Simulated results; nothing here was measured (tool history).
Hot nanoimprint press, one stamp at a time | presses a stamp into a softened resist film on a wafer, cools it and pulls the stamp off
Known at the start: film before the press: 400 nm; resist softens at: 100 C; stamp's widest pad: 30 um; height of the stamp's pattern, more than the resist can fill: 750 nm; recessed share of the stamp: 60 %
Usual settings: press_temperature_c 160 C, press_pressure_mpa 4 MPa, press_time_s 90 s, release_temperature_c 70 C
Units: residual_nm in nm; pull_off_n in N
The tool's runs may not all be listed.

run	hour	press_temperature_c	press_pressure_mpa	press_time_s	release_temperature_c	residual_nm	pull_off_n
1	0	160	4	90	70	167	216
2	22.1	160	4	100	70	161.4	208
3	40.8	156	4	90	70	200.5	216
4	59.2	156	4	90	70	205.9	215
5	87.9	160	4	90	70	165.8	217
6	111.8	160	4	90	70	169.5	226
7	136.6	160	4	90	70	169.3	219
8	152.8	160	4.7	90	70	155.9	222
9	172.2	160	4.7	90	70	156.8	220
10	189.6	160	4.7	90	70	155.3	230
11	212.7	160	4	133	70	149.9	226
12	238.8	160	4	133	70	148.9	230
13	252.6	160	4	90	70	171.7	227
14	275.2	160	4	160	70	139.6	231
15	292.7	160	4	90	70	171.8	231
16	308.3	160	5.86	84	72	143.3	223
17	325.5	160	5.92	90	70	140.8	237
18	346.2	160	3.04	90	70	198.9	232
19	371.9	162	4.45	122	70	132.2	240
20	389.1	158	4.45	122	61	162.4	285
21	416.5	158	4.45	175	61	143.5	288
22	431	158	4.45	175	61	145.4	292
23	459.9	158	4.45	87	68	185	261
# hour 478.2: stamp cleaned and given a new release coat
24	493.6	158	4.45	87	68	183.4	226
25	514.9	153	4.45	53	76	266.6	191
26	542.8	153	4.45	53	76	265.6	189
27	564.1	153	4.45	53	76	268.9	194
28	582.9	153	4.45	53	76	268.6	189

The next listed run, before its measurement:
29	608.8	164	2.41	58	65	?	?

residual_nm: 216.8 nm
pull_off_n: 243 N
Without the tool's hidden state the same run would have given residual_nm 206.5 nm, pull_off_n 229 N.
